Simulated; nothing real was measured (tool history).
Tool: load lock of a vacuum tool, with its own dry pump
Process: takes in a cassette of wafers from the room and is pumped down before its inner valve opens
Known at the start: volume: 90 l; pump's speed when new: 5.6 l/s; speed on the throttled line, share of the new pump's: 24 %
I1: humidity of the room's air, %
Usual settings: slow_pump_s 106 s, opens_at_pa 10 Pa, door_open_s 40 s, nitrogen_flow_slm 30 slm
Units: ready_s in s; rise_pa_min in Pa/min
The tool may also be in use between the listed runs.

Run 1, hour 0: usual settings; I1 45.9. Result: ready_s 248.3 s, rise_pa_min 0.03 Pa/min.
Run 2, hour 98.8: usual settings but nitrogen_flow_slm 36 slm; I1 45.1. Result: ready_s 246 s, rise_pa_min 0.026 Pa/min.
Run 3, hour 217.7: usual settings but nitrogen_flow_slm 36 slm; I1 46.5. Result: ready_s 248.7 s, rise_pa_min 0.027 Pa/min.
Run 4, hour 312.8: usual settings; I1 44.4. Result: ready_s 245.8 s, rise_pa_min 0.038 Pa/min.
Run 5, hour 452.9: usual settings but door_open_s 199 s; I1 43. Result: ready_s 248.8 s, rise_pa_min 0.056 Pa/min.
Run 6, hour 605.9: usual settings; I1 43.9. Result: ready_s 249.3 s, rise_pa_min 0.032 Pa/min.
Run 7, hour 729.5: usual settings but slow_pump_s 63 s; I1 45.6. Result: ready_s 216.7 s, rise_pa_min 0.042 Pa/min.
Run 8, hour 861.6: usual settings but slow_pump_s 63 s; I1 45.4. Result: ready_s 215.6 s, rise_pa_min 0.036 Pa/min.
Run 9, hour 1033.3: usual settings but slow_pump_s 63 s, door_open_s 59 s; I1 45.8. Result: ready_s 219.4 s, rise_pa_min 0.042 Pa/min.
Run 10, hour 1159.4: usual settings but slow_pump_s 59 s; I1 47.2. Result: ready_s 214.4 s, rise_pa_min 0.044 Pa/min.
Run 11, hour 1276.4: usual settings but nitrogen_flow_slm 34 slm; I1 44.7. Result: ready_s 249.5 s, rise_pa_min 0.041 Pa/min.
Run 12, hour 1434.2: usual settings but nitrogen_flow_slm 34 slm; I1 45.1. Result: ready_s 249.5 s, rise_pa_min 0.047 Pa/min.
Run 13, hour 1639.8: usual settings but nitrogen_flow_slm 4 slm; I1 43.9. Result: ready_s 249.4 s, rise_pa_min 0.073 Pa/min.
Run 14, hour 1846.5: usual settings; I1 42.7. Result: ready_s 249.5 s, rise_pa_min 0.052 Pa/min.
Run 15, hour 2053.5: usual settings but opens_at_pa 11 Pa; I1 44. Result: ready_s 250.4 s, rise_pa_min 0.05 Pa/min.
Run 16, hour 2146.8: usual settings but opens_at_pa 11 Pa, door_open_s 97 s; I1 45.3. Result: ready_s 253.9 s, rise_pa_min 0.063 Pa/min.
Run 17, hour 2327.9: usual settings but slow_pump_s 63 s; I1 44.7. Result: ready_s 222.5 s, rise_pa_min 0.064 Pa/min.
Run 18, hour 2444.9: usual settings but slow_pump_s 63 s; I1 43.6. Result: ready_s 222.7 s, rise_pa_min 0.059 Pa/min.
Run 19, hour 2614.7: usual settings but slow_pump_s 63 s; I1 44.1. Result: ready_s 226.4 s, rise_pa_min 0.065 Pa/min.
At hour 2639.8: dry pump taken out, an overhauled one fitted.
Run 20, hour 2781.1: usual settings but slow_pump_s 73 s, nitrogen_flow_slm 11 slm; I1 44.6. Result: ready_s 208.4 s, rise_pa_min 0.076 Pa/min.
Run 21, hour 2941.8: usual settings but slow_pump_s 78 s; I1 46.3. Result: ready_s 212.2 s, rise_pa_min 0.071 Pa/min.
Run 22, hour 3051.6: usual settings but slow_pump_s 78 s, door_open_s 63 s, nitrogen_flow_slm 17 slm; I1 43.4. Result: ready_s 213.2 s, rise_pa_min 0.082 Pa/min.
Run 23, hour 3218.8: usual settings but slow_pump_s 78 s, opens_at_pa 14 Pa, door_open_s 63 s, nitrogen_flow_slm 17 slm; I1 43.9. Result: ready_s 206.8 s, rise_pa_min 0.082 Pa/min.
Run 24, hour 3316.1: usual settings but slow_pump_s 78 s, opens_at_pa 14 Pa, door_open_s 76 s, nitrogen_flow_slm 17 slm; I1 47.2. Result: ready_s 208.7 s, rise_pa_min 0.089 Pa/min.
Run 25, hour 3461.6: usual settings but slow_pump_s 78 s, opens_at_pa 14 Pa, door_open_s 76 s, nitrogen_flow_slm 17 slm; I1 48.9. Result: ready_s 205.4 s, rise_pa_min 0.099 Pa/min.
Run 26, hour 3623.9: usual settings but slow_pump_s 78 s, opens_at_pa 14 Pa, door_open_s 76 s, nitrogen_flow_slm 17 slm; I1 46.1. Result: ready_s 207.8 s, rise_pa_min 0.093 Pa/min.
Run 27, hour 3782.7: usual settings but slow_pump_s 78 s, opens_at_pa 14 Pa, door_open_s 76 s, nitrogen_flow_slm 17 slm; I1 40.1. Result: ready_s 207.1 s, rise_pa_min 0.093 Pa/min.
Run 28, hour 3889.2: usual settings but slow_pump_s 191 s, opens_at_pa 17 Pa, door_open_s 70 s, nitrogen_flow_slm 19 slm; I1 43.6. Result: ready_s 293.7 s, rise_pa_min 0.096 Pa/min.
Run 29, hour 3978.9: usual settings but slow_pump_s 191 s, opens_at_pa 17 Pa, door_open_s 70 s, nitrogen_flow_slm 19 slm; I1 43.9. Result: ready_s 293.9 s, rise_pa_min 0.095 Pa/min.
Run 30, hour 4068: usual settings but nitrogen_flow_slm 8 slm; I1 41.4. Result: ready_s 238.2 s, rise_pa_min 0.099 Pa/min.
Run 31, hour 4168: usual settings but slow_pump_s 60 s, opens_at_pa 9 Pa, nitrogen_flow_slm 9 slm; I1 44.9. Result: ready_s 204.9 s, rise_pa_min 0.103 Pa/min.
Run 32, hour 4261.9: usual settings but slow_pump_s 60 s, opens_at_pa 9 Pa, nitrogen_flow_slm 9 slm; I1 47.1. Result: ready_s 204.3 s, rise_pa_min 0.106 Pa/min.
Run 33, hour 4440: usual settings but slow_pump_s 138 s, opens_at_pa 17 Pa, nitrogen_flow_slm 18 slm; I1 43. Result: ready_s 253.4 s, rise_pa_min 0.1 Pa/min.
Run 34, hour 4606.8: usual settings but slow_pump_s 77 s, opens_at_pa 20 Pa; I1 44.3. Result: ready_s 201.7 s, rise_pa_min 0.094 Pa/min.
Run 35, hour 4699.7: usual settings but slow_pump_s 77 s, opens_at_pa 8 Pa, nitrogen_flow_slm 17 slm; I1 45.5. Result: ready_s 220.5 s, rise_pa_min 0.102 Pa/min.
Run 36, hour 4919.7: usual settings but slow_pump_s 159 s, door_open_s 46 s; I1 44.5. Result: ready_s 276.1 s, rise_pa_min 0.105 Pa/min.

Forecast each of these 3 alternatives for the next run:
Run A, hour 5117.8: usual settings but slow_pump_s 166 s, door_open_s 46 s, nitrogen_flow_slm 41 slm; I1 42.3. Result: ready_s ?, rise_pa_min ?.
Run B, hour 5117.8: usual settings but slow_pump_s 66 s, opens_at_pa 16 Pa, door_open_s 82 s; I1 39.6. Result: ready_s ?, rise_pa_min ?.
Run C, hour 5117.8: usual settings but opens_at_pa 18 Pa; I1 42.1. Result: ready_s ?, rise_pa_min ?.

run  ready_s  rise_pa_min
  A      286        0.101
  B    200.3        0.102
  C    225.7        0.099
Without the tool's hidden state the same runs would have given:
run  ready_s  rise_pa_min
  A    278.9        0.018
  B    192.2        0.021
  C    218.4        0.018
